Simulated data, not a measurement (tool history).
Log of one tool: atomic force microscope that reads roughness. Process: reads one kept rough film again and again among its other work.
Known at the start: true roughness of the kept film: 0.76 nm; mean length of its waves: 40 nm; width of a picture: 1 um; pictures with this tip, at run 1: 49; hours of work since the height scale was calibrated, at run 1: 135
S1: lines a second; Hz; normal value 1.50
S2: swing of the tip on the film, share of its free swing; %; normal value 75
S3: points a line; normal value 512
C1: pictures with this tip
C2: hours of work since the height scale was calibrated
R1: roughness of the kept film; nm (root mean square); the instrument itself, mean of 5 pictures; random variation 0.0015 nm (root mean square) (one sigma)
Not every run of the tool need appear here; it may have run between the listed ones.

run     day    S1  S2   S3   C1   C2     R1
  1   0.000  1.50  75  512   49  135  0.696
  2   0.238  2.10  75  512   63  139  0.674
  3   0.658  1.03  75  512   88  146  0.710
  4   0.904  1.50  75  922  102  150  0.694
  5   1.371  1.50  75  546  130  158  0.693
      1.433  -- new tip fitted
  6   1.838  0.79  75  512   24  166  0.721
  7   2.204  0.79  75  512   45  172  0.722
  8   2.554  0.79  75  512   66  178  0.722
  9   2.838  1.50  75  843   82  182  0.696
 10   3.058  1.50  65  512   95  186  0.719
 11   3.375  1.50  75  388  114  191  0.694
 12   3.612  1.50  75  276  128  195  0.688
      3.688  -- new tip fitted
 13   3.967  0.50  75  512   17  201  0.732
 14   4.288  0.50  75  512   35  207  0.733
 15   4.658  1.50  75  258   57  213  0.688
 16   4.888  1.50  75  258   71  217  0.689
 17   5.233  1.50  75  258   91  222  0.690
 18   5.558  1.50  75  512  110  228  0.693
 19   5.762  1.50  75  512  122  231  0.696
      5.958  -- new tip fitted
 20   6.233  1.29  75  512   16  239  0.701
 21   6.692  0.68  72  512   43  247  0.730
 22   6.912  0.68  72  512   56  250  0.728
 23   7.117  0.68  72  512   68  254  0.730
 24   7.388  2.60  56  635   84  259  0.717
 25   7.667  1.81  90  318  100  263  0.623
 26   7.946  2.12  58  595  117  268  0.720
      8.212  -- new tip fitted
 27   8.250  2.12  58  595    2  273  0.724
 28   8.700  2.12  58  595   29  280  0.722
 29   9.117  2.12  58  595   53  287  0.720
 30   9.492  3.33  60  436   75  294  0.700
 31   9.704  3.33  60  345   88  297  0.696
 32   9.962  2.53  58  739  103  302  0.715
 33  10.229  2.53  58  739  119  306  0.719
     10.462  -- new tip fitted
 34  10.496  3.26  81  739    2  310  0.607
 35  10.892  3.26  81  739   25  317  0.608
 36  11.358  0.60  87  480   53  325  0.712
 37  11.604  1.50  73  304   67  329  0.698

4 ways to go on from here, each from the tool as it stands after run 37. What would each give?
  A  12.067  1.19  55  403  94  337   ?
  B  12.067  1.62  65  575  94  337   ?
  C  12.067  0.53  73  304  94  337   ?
  D  12.067  2.47  57  304  94  337   ?

run     R1
  A  0.736
  B  0.715
  C  0.728
  D  0.716
Stripped of hidden state, with their random variation kept, the same runs would have yielded:
run     R1
  A  0.737
  B  0.716
  C  0.729
  D  0.716
